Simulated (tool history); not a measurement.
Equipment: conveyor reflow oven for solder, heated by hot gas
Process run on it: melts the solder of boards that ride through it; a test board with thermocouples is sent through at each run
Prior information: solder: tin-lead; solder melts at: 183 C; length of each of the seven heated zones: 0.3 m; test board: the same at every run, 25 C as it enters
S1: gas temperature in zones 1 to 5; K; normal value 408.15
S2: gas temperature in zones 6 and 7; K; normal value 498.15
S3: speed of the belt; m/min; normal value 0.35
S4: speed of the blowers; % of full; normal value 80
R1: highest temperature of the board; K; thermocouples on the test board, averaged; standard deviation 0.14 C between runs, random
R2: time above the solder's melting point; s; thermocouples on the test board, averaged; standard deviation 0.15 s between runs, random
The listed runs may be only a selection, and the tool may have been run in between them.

run	hour	S1	S2	S3	S4	R1	R2
1	0	408.15	498.15	0.35	80	488.95	77
2	14.6	408.15	498.15	0.307	80	491.55	92.6
3	34.9	408.15	498.15	0.307	80	491.35	92.9
4	56.1	408.15	492.15	0.35	80	483.55	71.6
5	77	408.15	501.15	0.35	80	491.65	79.8
6	108.1	408.15	501.15	0.35	80	491.85	79.6
7	128.1	408.15	501.15	0.35	80	491.85	79.7
8	151.2	408.15	498.15	0.35	80	489.05	77
9	174.4	393.15	498.15	0.35	80	487.25	69.4
10	198.5	408.15	498.15	0.318	80	491.05	88.3
11	218.8	408.15	498.15	0.318	80	490.85	88.2
12	244.1	408.15	498.15	0.318	80	490.75	88.6
13	258.9	408.15	498.15	0.318	80	490.75	88.3
14	293	408.15	498.15	0.378	80	487.25	69.2
15	309.1	408.15	498.15	0.369	80	487.55	71.6
16	339.9	408.15	498.15	0.369	80	487.75	71.4
17	358.2	408.15	498.15	0.369	80	487.85	71.7
18	383.1	408.15	511.15	0.35	60	496.15	81.9

Not shown: 3 entries that the log had between the listed runs. Between which runs, and how does the tool's hidden state differ before and after?
Logged between run 2 and run 3: flux residue cleaned out of gas plates and filters (hour 27.3)
  heat that the gas passes to the board, % of a clean oven's: 99.9 -> 100
Logged between run 13 and run 14: belt drive overhauled, speed set with a stopwatch (hour 281.5)
  heat that the gas passes to the board, % of a clean oven's: 100 -> 99.9; belt's true speed, % of the reading: 99.98 -> 100
Logged between run 16 and run 17: thermocouples of zones 6 and 7 changed (hour 356.5)
  true gas temperature in zones 6 and 7 over the reading, C: -0.01 -> 0
